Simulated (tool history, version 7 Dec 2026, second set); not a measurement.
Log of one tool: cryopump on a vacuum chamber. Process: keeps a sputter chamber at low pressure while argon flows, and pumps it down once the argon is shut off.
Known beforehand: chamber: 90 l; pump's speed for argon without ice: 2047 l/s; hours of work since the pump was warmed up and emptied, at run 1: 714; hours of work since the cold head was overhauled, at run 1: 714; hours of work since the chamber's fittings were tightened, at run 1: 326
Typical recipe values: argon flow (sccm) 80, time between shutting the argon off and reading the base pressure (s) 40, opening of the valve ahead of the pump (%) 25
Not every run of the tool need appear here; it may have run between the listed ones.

| run | hour | argon flow (sccm) | time between shutting the argon off and reading the base pressure (s) | opening of the valve ahead of the pump (%) | hours of work since the pump was warmed up and emptied | hours of work since the cold head was overhauled | hours of work since the chamber's fittings were tightened | pressure while argon flows (Pa) | pressure after the wait (uPa) |
|---|---|---|---|---|---|---|---|---|---|
| 1 | 0 | 80 | 40 | 25 | 714 | 714 | 326 | 0.2819 | 1.25 |
| 2 | 13.9 | 80 | 40 | 25 | 725 | 725 | 336 | 0.2809 | 1.3 |
| 3 | 34.7 | 80 | 200 | 25 | 740 | 740 | 352 | 0.2823 | 0.7 |
| 4 | 56.8 | 80 | 200 | 25 | 757 | 757 | 369 | 0.2824 | 0.74 |
| 5 | 67.7 | 80 | 40 | 25 | 765 | 765 | 377 | 0.2847 | 1.33 |
| 6 | 81.3 | 80 | 40 | 25 | 775 | 775 | 387 | 0.2826 | 1.37 |
| 7 | 95.2 | 80 | 40 | 25 | 786 | 786 | 398 | 0.2858 | 1.29 |
| 8 | 107.7 | 37 | 40 | 25 | 795 | 795 | 407 | 0.1313 | 1.37 |
| 9 | 132.2 | 37 | 40 | 25 | 814 | 814 | 425 | 0.1307 | 1.37 |
| 10 | 149.5 | 80 | 40 | 25 | 827 | 827 | 439 | 0.285 | 1.41 |
| 11 | 170.7 | 119 | 40 | 25 | 843 | 843 | 455 | 0.4262 | 1.44 |
| 12 | 192 | 80 | 39 | 25 | 859 | 859 | 471 | 0.2852 | 1.46 |
| 13 | 216 | 80 | 39 | 25 | 877 | 877 | 489 | 0.2883 | 1.55 |
| 14 | 232.1 | 80 | 39 | 25 | 889 | 889 | 501 | 0.2865 | 1.49 |
| 15 | 255.6 | 80 | 39 | 25 | 907 | 907 | 519 | 0.287 | 1.51 |
| 16 | 266.8 | 80 | 39 | 25 | 915 | 915 | 527 | 0.2901 | 1.56 |
| 17 | 286.6 | 110 | 148 | 15 | 930 | 930 | 542 | 0.6438 | 1.02 |
| 18 | 309.7 | 37 | 151 | 53 | 948 | 948 | 559 | 0.0698 | 1.05 |
| 19 | 322.9 | 37 | 151 | 53 | 958 | 958 | 569 | 0.0693 | 1.01 |
| 20 | 335 | 37 | 151 | 53 | 967 | 967 | 578 | 0.0704 | 1.06 |
| 21 | 345.9 | 76 | 46 | 56 | 975 | 975 | 587 | 0.1387 | 1.48 |
| 22 | 365.9 | 80 | 29 | 19 | 990 | 990 | 602 | 0.3763 | 1.87 |
| 23 | 379.3 | 47 | 105 | 25 | 1000 | 1000 | 612 | 0.172 | 1.17 |
| 24 | 399.5 | 155 | 21 | 57 | 1015 | 1015 | 627 | 0.2823 | 2.38 |
| 25 | 425.4 | 155 | 171 | 57 | 1035 | 1035 | 647 | 0.2804 | 1.14 |
| 26 | 437.3 | 106 | 40 | 48 | 1044 | 1044 | 656 | 0.2223 | 1.66 |
| 27 | 452.4 | 134 | 92 | 56 | 1055 | 1055 | 667 | 0.2483 | 1.34 |

Below are 5 alternative next runs, each starting from the tool's condition after run 27. Predict each:
| A | 470.1 | 134 | 92 | 39 | 1069 | 1069 | 680 | ? | ? |
| B | 470.1 | 80 | 21 | 17 | 1069 | 1069 | 680 | ? | ? |
| C | 470.1 | 102 | 126 | 31 | 1069 | 1069 | 680 | ? | ? |
| D | 470.1 | 73 | 216 | 23 | 1069 | 1069 | 680 | ? | ? |
| E | 470.1 | 80 | 297 | 39 | 1069 | 1069 | 680 | ? | ? |

| run | pressure while argon flows (Pa) | pressure after the wait (uPa) |
|---|---|---|
| A | 0.3391 | 1.34 |
| B | 0.4162 | 2.49 |
| C | 0.3088 | 1.24 |
| D | 0.2903 | 1.15 |
| E | 0.1996 | 1.09 |
Stripped of hidden state, with their random variation kept, the same runs would have yielded:
| run | pressure while argon flows (Pa) | pressure after the wait (uPa) |
|---|---|---|
| A | 0.2865 | 0.49 |
| B | 0.3852 | 1.61 |
| C | 0.2693 | 0.39 |
| D | 0.2619 | 0.3 |
| E | 0.1685 | 0.25 |
